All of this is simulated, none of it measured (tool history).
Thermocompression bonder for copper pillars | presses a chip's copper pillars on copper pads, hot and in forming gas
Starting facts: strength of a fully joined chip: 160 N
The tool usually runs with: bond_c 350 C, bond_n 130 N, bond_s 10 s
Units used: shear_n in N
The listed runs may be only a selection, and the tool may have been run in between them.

Run 1, hour 0: usual settings. Result: shear_n 85.7 N.
Run 2, hour 10.3: usual settings. Result: shear_n 86 N.
At hour 16.9: heater calibrated with a thermocouple chip.
Run 3, hour 19.6: usual settings but bond_s 6 s. Result: shear_n 67.6 N.
Run 4, hour 33.5: usual settings but bond_s 6 s. Result: shear_n 67.3 N.
Run 5, hour 45.5: usual settings. Result: shear_n 80.8 N.
Run 6, hour 52.4: usual settings. Result: shear_n 79.5 N.
Run 7, hour 66.3: usual settings. Result: shear_n 80.2 N.
Run 8, hour 76: usual settings. Result: shear_n 79 N.
At hour 82.4: forming gas filter changed.
Run 9, hour 83.5: usual settings. Result: shear_n 87.7 N.
Run 10, hour 92.1: usual settings. Result: shear_n 87.3 N.
Run 11, hour 102.1: usual settings but bond_c 353 C. Result: shear_n 89.8 N.
Run 12, hour 113.7: usual settings but bond_c 353 C. Result: shear_n 88.8 N.
Run 13, hour 123.9: usual settings. Result: shear_n 86.3 N.
Run 14, hour 132.6: usual settings. Result: shear_n 85.9 N.
Run 15, hour 144.2: usual settings. Result: shear_n 86.4 N.
Run 16, hour 155.2: usual settings. Result: shear_n 85.8 N.
Run 17, hour 167.6: usual settings. Result: shear_n 85.4 N.
Run 18, hour 177.2: usual settings. Result: shear_n 84.6 N.
Run 19, hour 186.4: usual settings. Result: shear_n 84.7 N.
Run 20, hour 197.7: usual settings. Result: shear_n 85.3 N.
Run 21, hour 205.7: usual settings but bond_c 344 C, bond_n 183 N, bond_s 27 s. Result: shear_n 131.1 N.
Run 22, hour 211.7: usual settings but bond_c 344 C, bond_n 183 N, bond_s 27 s. Result: shear_n 131.7 N.
Run 23, hour 223: usual settings but bond_c 366 C, bond_n 92 N, bond_s 18 s. Result: shear_n 84.6 N.
Run 24, hour 231.4: usual settings but bond_n 109 N, bond_s 5 s. Result: shear_n 54.6 N.
Run 25, hour 245: usual settings but bond_n 109 N, bond_s 19 s. Result: shear_n 87 N.
Run 26, hour 256.5: usual settings but bond_n 109 N, bond_s 18 s. Result: shear_n 85.2 N.
Run 27, hour 268.7: usual settings but bond_n 109 N, bond_s 18 s. Result: shear_n 84.9 N.
Run 28, hour 280.5: usual settings but bond_c 336 C, bond_s 8 s. Result: shear_n 67.3 N.
Run 29, hour 291.1: usual settings but bond_c 336 C, bond_s 8 s. Result: shear_n 66.7 N.
Run 30, hour 305.7: usual settings but bond_c 336 C, bond_s 8 s. Result: shear_n 66.3 N.
Run 31, hour 311.9: usual settings but bond_c 374 C, bond_n 190 N, bond_s 15 s. Result: shear_n 133.7 N.
Run 32, hour 324.3: usual settings but bond_c 374 C, bond_n 190 N, bond_s 15 s. Result: shear_n 132.9 N.
Run 33, hour 334.7: usual settings but bond_c 344 C, bond_n 106 N. Result: shear_n 62.9 N.
Run 34, hour 347: usual settings but bond_c 344 C, bond_n 106 N. Result: shear_n 62.3 N.
Run 35, hour 356.1: usual settings but bond_c 344 C, bond_n 84 N, bond_s 8 s. Result: shear_n 43.4 N.
Run 36, hour 364.3: usual settings but bond_c 344 C, bond_n 84 N, bond_s 8 s. Result: shear_n 43 N.
At hour 370.9: forming gas filter changed.
Run 37, hour 373.1: usual settings but bond_c 344 C, bond_n 84 N, bond_s 27 s. Result: shear_n 76.4 N.
Run 38, hour 387.7: usual settings but bond_c 344 C, bond_n 98 N, bond_s 30 s. Result: shear_n 91.4 N.
Run 39, hour 394.4: usual settings but bond_c 344 C, bond_n 98 N, bond_s 30 s. Result: shear_n 91.4 N.

Here are 5 independent what-if runs from the current tool condition. What would each one return?
Run A, hour 400.6: usual settings but bond_c 324 C, bond_n 146 N, bond_s 21 s. Result: shear_n ?.
Run B, hour 400.6: usual settings but bond_c 371 C, bond_n 103 N, bond_s 22 s. Result: shear_n ?.
Run C, hour 400.6: usual settings but bond_c 344 C, bond_n 99 N, bond_s 30 s. Result: shear_n ?.
Run D, hour 400.6: usual settings but bond_c 344 C, bond_n 98 N, bond_s 7 s. Result: shear_n ?.
Run E, hour 400.6: usual settings but bond_c 376 C. Result: shear_n ?.

run  shear_n
  A     97.6
  B    106.2
  C     92.2
  D     53.2
  E    106.9
Had the tool no hidden state, the same runs would have come out as:
run  shear_n
  A       98
  B      107
  C     92.7
  D     53.3
  E    107.7

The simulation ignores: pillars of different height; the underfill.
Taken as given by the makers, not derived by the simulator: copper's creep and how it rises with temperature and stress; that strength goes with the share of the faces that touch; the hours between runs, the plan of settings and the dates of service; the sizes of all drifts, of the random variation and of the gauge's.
